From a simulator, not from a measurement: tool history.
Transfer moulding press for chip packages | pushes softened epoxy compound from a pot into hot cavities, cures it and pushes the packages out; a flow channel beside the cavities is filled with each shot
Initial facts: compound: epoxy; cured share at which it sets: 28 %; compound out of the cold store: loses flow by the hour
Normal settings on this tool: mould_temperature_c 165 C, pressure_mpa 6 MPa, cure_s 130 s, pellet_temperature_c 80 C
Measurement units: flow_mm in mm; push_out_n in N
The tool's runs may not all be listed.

run,hour,mould_temperature_c,pressure_mpa,cure_s,pellet_temperature_c,incoming compound's hours out of the cold store,flow_mm,push_out_n
1,0,165,6,130,80,41.3,729,260
2,36.5,165,6,130,80,9.3,873,304
3,91.4,165,6,130,80,38.1,743,347
# hour 173: cavities cleaned with cleaning compound and waxed
4,173,165,5.97,130,80,39.7,724,275
5,208.4,165,6,130,80,14.3,837,316
6,265.2,165,6,130,80,23.5,793,347
7,304.9,165,6,130,80,27,777,370
# hour 343.2: cavities cleaned with cleaning compound and waxed
8,371,165,6,130,80,22.7,791,292
9,427.1,171,6,130,80,38.5,700,324
10,485.3,171,6,130,80,11.5,813,342
# hour 508.6: plunger's sealing rings changed
# hour 519.5: cavities cleaned with cleaning compound and waxed
11,542,165,6,130,80,42.3,731,289
12,577.9,165,6,130,80,36,758,332
# hour 603.6: mould's thermocouples calibrated
13,652.1,165,6,127,80,28.7,778,362
# hour 693.3: cavities cleaned with cleaning compound and waxed
14,700.3,165,6,165,80,20,816,252
# hour 756.3: mould's thermocouples calibrated, once more
15,765.7,165,5,128,86,12,784,342
16,808,165,6,124,80,45.3,714,375
17,846.6,165,6,146,87,38.9,731,352
# hour 869.2: cavities cleaned with cleaning compound and waxed
18,919.8,165,6,146,87,42.8,717,302
19,964.3,172,4.81,130,80,20,703,327
# hour 1039.8: cavities cleaned with cleaning compound and waxed
20,1039.8,165,6,130,74,36.1,744,265
21,1089.7,165,6.01,164,80,38,730,308
22,1130.3,168,6.17,132,72,11.5,838,330
23,1183,161,5.77,122,74,20.3,800,507
# hour 1213: cavities cleaned with cleaning compound and waxed
24,1222.8,165,4.6,130,80,47.2,603,277
# hour 1243.5: plunger's sealing rings changed
25,1305,165,6.05,148,74,9,884,334
26,1380.9,157,7.15,116,84,16.8,970,833
# hour 1388.7: cavities cleaned with cleaning compound and waxed
27,1462.4,165,7.41,130,80,29.9,862,344
28,1510.2,165,7.41,130,80,25,878,379

Predict each of these 4 candidate next runs independently; none follows another, all start after run 28:
A,1549.9,165,7.41,118,80,41.2,?,?
B,1549.9,165,6,114,80,39.2,?,?
C,1549.9,166,6,130,80,20.2,?,?
D,1549.9,158,5.9,130,80,47.5,?,?

run,flow_mm,push_out_n
A,802,414
B,733,401
C,807,380
D,724,502
Without the tool's unlogged condition, the same runs would have read:
run,flow_mm,push_out_n
A,822,291
B,751,280
C,827,264
D,742,357

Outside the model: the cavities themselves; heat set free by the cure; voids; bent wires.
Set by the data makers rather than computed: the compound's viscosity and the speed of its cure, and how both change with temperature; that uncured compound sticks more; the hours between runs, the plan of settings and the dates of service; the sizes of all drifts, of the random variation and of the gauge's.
